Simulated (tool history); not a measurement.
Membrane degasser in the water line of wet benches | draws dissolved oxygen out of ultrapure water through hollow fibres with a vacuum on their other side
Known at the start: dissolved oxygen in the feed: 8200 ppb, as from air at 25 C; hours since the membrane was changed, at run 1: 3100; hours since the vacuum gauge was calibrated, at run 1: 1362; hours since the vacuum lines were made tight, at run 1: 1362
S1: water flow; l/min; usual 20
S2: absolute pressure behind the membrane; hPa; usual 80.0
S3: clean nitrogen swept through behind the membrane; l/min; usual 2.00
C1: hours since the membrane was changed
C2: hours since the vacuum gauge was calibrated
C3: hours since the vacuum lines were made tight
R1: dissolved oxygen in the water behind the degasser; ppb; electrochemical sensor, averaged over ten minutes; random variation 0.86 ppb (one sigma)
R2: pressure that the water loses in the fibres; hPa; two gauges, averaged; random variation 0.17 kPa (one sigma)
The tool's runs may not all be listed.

run,hour,S1,S2,S3,C1,C2,C3,R1,R2
1,0.0,20,80.0,2.00,3100,1362,1362,116.1,480.6
2,90.0,20,80.0,2.00,3190,1452,1452,117.6,482.3
3,201.7,30,80.0,2.00,3302,1563,1563,190.8,717.2
4,284.4,30,80.0,2.00,3384,1646,1646,188.6,721.5
5,359.5,20,80.0,2.45,3460,1721,1721,98.0,481.7
6,468.3,20,80.0,2.00,3568,1830,1830,117.1,484.4
7,567.4,20,80.0,2.00,3667,1929,1929,118.4,482.3
8,646.2,20,80.0,2.00,3746,2008,2008,118.6,482.1
9,697.1,20,80.0,0.98,3797,2059,2059,222.6,481.7
10,774.0,20,80.0,0.98,3874,2136,2136,222.9,482.0
11,869.0,20,80.0,0.98,3969,2231,2231,220.0,481.8
12,941.6,20,80.0,0.98,4042,2303,2303,220.8,485.5
13,1040.2,20,80.0,0.98,4140,2402,2402,225.7,482.5
14,1098.3,20,80.0,2.22,4198,2460,2460,109.4,480.1
15,1183.7,20,80.0,2.22,4284,2546,2546,107.8,485.4
16,1289.7,20,80.0,2.22,4390,2652,2652,109.1,481.9
# hour 1301.0: vacuum gauge calibrated
17,1391.0,20,74.7,2.22,4491,90,2752,99.6,485.5
18,1486.2,16,153.3,1.14,4586,185,2847,387.0,386.8
19,1539.0,16,153.3,1.14,4639,238,2900,391.4,388.7
20,1589.7,16,153.3,1.14,4689,289,2951,387.8,389.0
21,1683.3,16,153.3,1.14,4783,382,3045,391.8,387.2
22,1766.8,16,131.3,3.17,4866,466,3128,127.6,385.6
# hour 1828.8: vacuum gauge calibrated, once more
23,1846.4,20,71.3,2.77,4945,18,3207,72.0,484.0
24,1924.3,25,71.3,2.77,5023,95,3285,95.5,602.6
25,1990.0,25,71.3,2.77,5089,161,3351,95.6,606.2
26,2042.8,25,118.1,1.80,5142,214,3404,283.8,603.6
27,2131.8,18,80.0,2.00,5231,303,3493,105.8,435.9
28,2214.7,20,190.1,2.00,5314,386,3576,361.9,485.0
29,2286.5,21,93.5,3.26,5386,458,3647,101.3,508.4
30,2393.7,21,93.5,3.26,5493,565,3755,100.8,508.0
31,2504.9,12,135.2,1.18,5604,676,3866,245.0,290.3
32,2596.5,13,80.0,2.90,5696,768,3957,53.9,315.8
33,2658.4,13,80.0,2.90,5757,830,4019,54.6,314.0

3 ways to go on from here, each from the tool as it stands after run 33. What would each give?
A,2749.1,25,143.7,1.87,5848,920,4110,?,?
B,2749.1,15,120.6,3.40,5848,920,4110,?,?
C,2749.1,28,50.5,1.93,5848,920,4110,?,?

run,R1,R2
A,347.0,604.0
B,95.8,364.3
C,83.2,678.7
Without the tool's hidden state the same runs would have given:
run,R1,R2
A,341.8,595.4
B,93.7,359.2
C,78.4,669.1

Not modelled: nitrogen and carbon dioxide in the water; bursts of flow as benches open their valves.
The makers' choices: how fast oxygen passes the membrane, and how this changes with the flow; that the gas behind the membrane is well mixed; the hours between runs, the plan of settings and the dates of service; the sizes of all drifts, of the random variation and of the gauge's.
